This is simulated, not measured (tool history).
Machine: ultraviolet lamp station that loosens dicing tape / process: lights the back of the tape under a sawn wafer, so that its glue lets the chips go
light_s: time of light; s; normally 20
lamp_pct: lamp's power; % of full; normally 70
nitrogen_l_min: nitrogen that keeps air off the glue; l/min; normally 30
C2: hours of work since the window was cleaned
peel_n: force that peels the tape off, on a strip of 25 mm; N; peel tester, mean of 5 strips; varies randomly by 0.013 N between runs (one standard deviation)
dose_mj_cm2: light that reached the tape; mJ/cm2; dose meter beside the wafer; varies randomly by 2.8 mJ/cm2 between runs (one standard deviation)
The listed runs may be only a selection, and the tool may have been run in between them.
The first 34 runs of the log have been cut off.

Run 35, hour 508.7: usual settings but light_s 13 s, lamp_pct 72 % of full, nitrogen_l_min 23 l/min; hours of work of the lamp 384; C2 196. Result: peel_n 1.461 N, dose_mj_cm2 223 mJ/cm2.
Run 36, hour 528.8: usual settings but light_s 37 s, lamp_pct 90 % of full, nitrogen_l_min 43 l/min; hours of work of the lamp 396; C2 207. Result: peel_n 0.134 N, dose_mj_cm2 788 mJ/cm2.
Run 37, hour 548.3: usual settings but light_s 37 s, lamp_pct 90 % of full, nitrogen_l_min 43 l/min; hours of work of the lamp 406; C2 218. Result: peel_n 0.139 N, dose_mj_cm2 785 mJ/cm2.
Run 38, hour 563.9: usual settings but light_s 37 s, lamp_pct 90 % of full, nitrogen_l_min 10 l/min; hours of work of the lamp 415; C2 227. Result: peel_n 0.238 N, dose_mj_cm2 789 mJ/cm2.
Run 39, hour 583.6: usual settings but light_s 37 s, lamp_pct 90 % of full, nitrogen_l_min 10 l/min; hours of work of the lamp 426; C2 238. Result: peel_n 0.250 N, dose_mj_cm2 779 mJ/cm2.
Run 40, hour 602.8: usual settings but light_s 24 s, nitrogen_l_min 10 l/min; hours of work of the lamp 437; C2 248. Result: peel_n 0.946 N, dose_mj_cm2 389 mJ/cm2.
Run 41, hour 616.1: usual settings but light_s 24 s, nitrogen_l_min 10 l/min; hours of work of the lamp 444; C2 256. Result: peel_n 0.952 N, dose_mj_cm2 392 mJ/cm2.
Run 42, hour 635.9: usual settings but light_s 14 s, lamp_pct 62 % of full, nitrogen_l_min 23 l/min; hours of work of the lamp 455; C2 266. Result: peel_n 1.740 N, dose_mj_cm2 198 mJ/cm2.
Run 43, hour 645.9: usual settings but light_s 25 s; hours of work of the lamp 460; C2 272. Result: peel_n 0.568 N, dose_mj_cm2 395 mJ/cm2.

Consider 4 possible next runs. They are alternatives, not a sequence: every one starts from the tool as it was left by run 43. What does each give?
Run A, hour 664.9: usual settings but light_s 33 s, nitrogen_l_min 34 l/min; hours of work of the lamp 471; C2 282. Result: peel_n ?, dose_mj_cm2 ?.
Run B, hour 664.9: usual settings but nitrogen_l_min 46 l/min; hours of work of the lamp 471; C2 282. Result: peel_n ?, dose_mj_cm2 ?.
Run C, hour 664.9: usual settings but light_s 18 s, lamp_pct 94 % of full, nitrogen_l_min 54 l/min; hours of work of the lamp 471; C2 282. Result: peel_n ?, dose_mj_cm2 ?.
Run D, hour 664.9: usual settings but light_s 25 s, lamp_pct 66 % of full; hours of work of the lamp 471; C2 282. Result: peel_n ?, dose_mj_cm2 ?.

run  peel_n  dose_mj_cm2
  A   0.296          526
  B   0.733          325
  C   0.491          386
  D   0.644          375
The same runs, with their run-to-run variation unchanged, on a tool lacking any hidden condition would have given:
run  peel_n  dose_mj_cm2
  A   0.195          648
  B   0.498          399
  C   0.320          475
  D   0.429          462
